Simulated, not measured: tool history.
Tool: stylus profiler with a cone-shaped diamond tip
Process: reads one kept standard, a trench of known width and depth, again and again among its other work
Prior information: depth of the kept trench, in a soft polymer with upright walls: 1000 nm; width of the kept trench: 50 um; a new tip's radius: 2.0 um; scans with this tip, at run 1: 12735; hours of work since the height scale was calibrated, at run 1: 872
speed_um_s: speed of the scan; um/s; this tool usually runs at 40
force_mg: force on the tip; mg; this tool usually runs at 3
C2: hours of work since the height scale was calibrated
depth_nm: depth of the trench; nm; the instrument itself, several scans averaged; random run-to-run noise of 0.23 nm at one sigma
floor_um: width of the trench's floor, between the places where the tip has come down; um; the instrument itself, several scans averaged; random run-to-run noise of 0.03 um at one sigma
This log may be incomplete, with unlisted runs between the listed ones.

run 1 day=0 | speed_um_s=40 force_mg=3 | scans_with_this_tip=12735 C2=872 | depth_nm=1007.88 floor_um=45.55
run 2 day=1.992 | speed_um_s=40 force_mg=3 | scans_with_this_tip=13092 C2=897 | depth_nm=1007.85 floor_um=45.57
run 3 day=3.533 | speed_um_s=40 force_mg=3.2 | scans_with_this_tip=13369 C2=916 | depth_nm=1008.38 floor_um=45.51
run 4 day=5.117 | speed_um_s=40 force_mg=3.2 | scans_with_this_tip=13652 C2=935 | depth_nm=1008.06 floor_um=45.53
run 5 day=7.558 | speed_um_s=40 force_mg=3.2 | scans_with_this_tip=14090 C2=965 | depth_nm=1008.09 floor_um=45.46
run 6 day=9.046 | speed_um_s=40 force_mg=3.2 | scans_with_this_tip=14357 C2=983 | depth_nm=1007.74 floor_um=45.46
run 7 day=11.692 | speed_um_s=40 force_mg=3.2 | scans_with_this_tip=14832 C2=1016 | depth_nm=1007.93 floor_um=45.44
run 8 day=14.333 | speed_um_s=40 force_mg=3.2 | scans_with_this_tip=15305 C2=1048 | depth_nm=1007.98 floor_um=45.37
run 9 day=16.254 | speed_um_s=40 force_mg=3.2 | scans_with_this_tip=15650 C2=1072 | depth_nm=1007.39 floor_um=45.39
run 10 day=17.433 | speed_um_s=40 force_mg=3 | scans_with_this_tip=15861 C2=1086 | depth_nm=1006.9 floor_um=45.35
run 11 day=20.129 | speed_um_s=35 force_mg=3 | scans_with_this_tip=16344 C2=1119 | depth_nm=1006.69 floor_um=45.36
run 12 day=21.879 | speed_um_s=35 force_mg=3 | scans_with_this_tip=16658 C2=1141 | depth_nm=1006.93 floor_um=45.35
run 13 day=23.046 | speed_um_s=35 force_mg=3 | scans_with_this_tip=16867 C2=1155 | depth_nm=1006.61 floor_um=45.38
run 14 day=25.008 | speed_um_s=35 force_mg=2.09 | scans_with_this_tip=17219 C2=1179 | depth_nm=1004.48 floor_um=45.32
run 15 day=26.746 | speed_um_s=13 force_mg=3 | scans_with_this_tip=17530 C2=1201 | depth_nm=1007.45 floor_um=45.28
-- day=26.942 height scale calibrated on a step standard
run 16 day=28.854 | speed_um_s=13 force_mg=3 | scans_with_this_tip=17905 C2=23 | depth_nm=1006.09 floor_um=45.26
run 17 day=31.092 | speed_um_s=13 force_mg=3 | scans_with_this_tip=18306 C2=51 | depth_nm=1005.99 floor_um=45.31
run 18 day=33.208 | speed_um_s=11 force_mg=3.77 | scans_with_this_tip=18686 C2=77 | depth_nm=1007.78 floor_um=45.27
run 19 day=34.492 | speed_um_s=20 force_mg=8.23 | scans_with_this_tip=18916 C2=93 | depth_nm=1015.98 floor_um=45.29

The next listed run, before its measurement:
run 20 day=36.458 | speed_um_s=97 force_mg=2.6 | scans_with_this_tip=19268 C2=117 | depth_nm=? floor_um=?

{"run 20": {"depth_nm": 1005, "floor_um": 44.99}}
Had the tool carried no hidden state, the very same run would have given depth_nm 1009.81 nm, floor_um 46.26 um.

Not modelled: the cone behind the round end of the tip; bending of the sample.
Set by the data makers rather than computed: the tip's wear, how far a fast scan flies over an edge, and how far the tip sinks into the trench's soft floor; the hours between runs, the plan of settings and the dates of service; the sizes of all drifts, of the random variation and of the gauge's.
